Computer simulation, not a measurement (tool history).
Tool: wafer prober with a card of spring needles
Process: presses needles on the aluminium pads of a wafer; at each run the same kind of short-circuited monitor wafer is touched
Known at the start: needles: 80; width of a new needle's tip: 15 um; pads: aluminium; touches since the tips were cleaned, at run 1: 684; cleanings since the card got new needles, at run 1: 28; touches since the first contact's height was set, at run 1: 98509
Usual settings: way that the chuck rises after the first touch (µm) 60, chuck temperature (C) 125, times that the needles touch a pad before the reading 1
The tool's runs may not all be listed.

run,hour,way that the chuck rises after the first touch (µm),chuck temperature (C),times that the needles touch a pad before the reading,touches since the tips were cleaned,cleanings since the card got new needles,touches since the first contact's height was set,resistance of one needle with its contact and lead (mohm),way that a needle slides on the pad (µm)
1,0.0,60,125,1,684,28,98509,206,13.59
# hour 9.8: tips cleaned on abrasive film
2,15.8,60,125,1,1703,29,102959,222,13.81
# hour 21.9: tips cleaned on abrasive film
3,32.1,59,125,1,2898,30,107564,242,13.50
# hour 34.8: tips cleaned on abrasive film
# hour 46.0: tips cleaned on abrasive film
4,46.5,59,125,1,140,32,111611,189,13.67
# hour 58.2: tips cleaned on abrasive film
5,62.0,59,125,1,1074,33,115970,211,13.24
# hour 70.3: tips cleaned on abrasive film
# hour 81.0: tips cleaned on abrasive film
6,81.0,59,125,1,0,35,121320,180,13.64
# hour 91.7: tips cleaned on abrasive film
# hour 102.7: tips cleaned on abrasive film
# hour 111.9: height of the first contact set anew
7,111.9,59,125,1,2524,37,0,232,14.25
# hour 114.4: tips cleaned on abrasive film
# hour 126.0: tips cleaned on abrasive film
# hour 138.2: tips cleaned on abrasive film
8,140.3,59,125,1,581,40,7972,194,14.07
# hour 150.1: tips cleaned on abrasive film
# hour 161.0: tips cleaned on abrasive film
9,162.8,59,125,1,523,42,14322,197,14.05
# hour 171.8: tips cleaned on abrasive film
# hour 183.2: tips cleaned on abrasive film
10,183.2,59,125,1,0,44,20050,183,14.00
# hour 195.2: tips cleaned on abrasive film
# hour 206.1: tips cleaned on abrasive film
11,206.1,78,125,1,0,46,26509,174,18.45
# hour 217.6: tips cleaned on abrasive film
12,220.6,78,125,1,854,47,30597,188,18.59
# hour 229.6: tips cleaned on abrasive film
# hour 241.0: tips cleaned on abrasive film
13,243.8,78,125,1,789,49,37121,184,18.39
# hour 251.8: tips cleaned on abrasive film
# hour 263.1: tips cleaned on abrasive film
14,268.0,78,125,1,1406,51,43944,200,18.32
# hour 275.6: tips cleaned on abrasive film
# hour 288.3: tips cleaned on abrasive film
15,291.6,78,125,1,934,53,50595,190,18.27
# hour 299.9: tips cleaned on abrasive film
# hour 312.2: tips cleaned on abrasive film
16,312.2,60,125,1,0,55,56376,187,14.02
# hour 323.1: tips cleaned on abrasive film
# hour 335.4: tips cleaned on abrasive film
17,338.6,60,125,1,912,57,63829,207,13.92
# hour 347.0: tips cleaned on abrasive film
# hour 358.2: tips cleaned on abrasive film
18,360.2,43,39,3,547,59,69886,188,9.86
# hour 369.4: tips cleaned on abrasive film
# hour 380.7: tips cleaned on abrasive film
19,381.1,60,105,1,111,61,75763,183,14.01
# hour 392.0: tips cleaned on abrasive film
20,402.1,60,105,1,2870,62,81709,247,13.76
# hour 404.7: tips cleaned on abrasive film
# hour 416.5: tips cleaned on abrasive film
21,425.4,60,105,1,2531,64,88263,237,13.75
# hour 427.3: tips cleaned on abrasive film
# hour 439.7: tips cleaned on abrasive film
22,447.5,60,105,1,2237,66,94505,238,13.51
# hour 451.9: tips cleaned on abrasive film
# hour 463.6: tips cleaned on abrasive film
23,463.6,69,125,3,24,68,99023,175,15.72
# hour 475.7: tips cleaned on abrasive film
# hour 488.5: tips cleaned on abrasive film
24,489.2,60,125,3,203,70,106225,184,13.61
# hour 501.4: tips cleaned on abrasive film
25,503.7,43,26,2,648,71,110315,207,9.58
# hour 512.6: tips cleaned on abrasive film
# hour 524.7: tips cleaned on abrasive film
26,524.7,43,26,2,0,73,116220,176,9.46
# hour 536.5: tips cleaned on abrasive film
# hour 547.2: tips cleaned on abrasive film
27,548.6,67,83,2,397,75,122964,177,15.08
# hour 559.9: tips cleaned on abrasive film
# hour 571.1: tips cleaned on abrasive film
28,571.3,53,104,2,59,77,129333,185,11.89
# hour 575.0: height of the first contact set anew
# hour 582.3: tips cleaned on abrasive film
29,586.2,55,40,1,1112,78,3157,209,13.24
# hour 594.2: tips cleaned on abrasive film
# hour 606.2: tips cleaned on abrasive film
30,606.2,48,103,1,0,80,8788,190,11.41
# hour 617.4: tips cleaned on abrasive film
31,625.6,48,103,1,2331,81,14278,279,11.37

Measured less the same run without the tool's hidden state. The same run-to-run variation is in both; the gauge's scatter may not be:
The hidden state here: debris on the tips, nm; way that the needles fall short of the set height, um; tips' diameter, um; drift of the gauge itself on contact_mohm, %; drift of the gauge itself on scrub_um, %.
run,resistance of one needle with its contact and lead (mohm),way that a needle slides on the pad (µm)
1,+30,-0.63
2,+47,-0.66
3,+65,-0.68
4,+15,-0.74
5,+36,-0.75
6,+7,-0.81
7,+58,+0.00
8,+22,-0.07
9,+23,-0.11
10,+10,-0.16
11,+5,-0.22
12,+19,-0.24
13,+18,-0.28
14,+30,-0.32
15,+21,-0.36
16,+12,-0.40
17,+34,-0.45
18,+22,-0.48
19,+13,-0.53
20,+78,-0.55
21,+70,-0.59
22,+69,-0.63
23,+6,-0.67
24,+10,-0.71
25,+47,-0.74
26,+15,-0.78
27,+12,-0.82
28,+12,-0.87
29,+51,-0.02
30,+18,-0.07
31,+104,-0.09
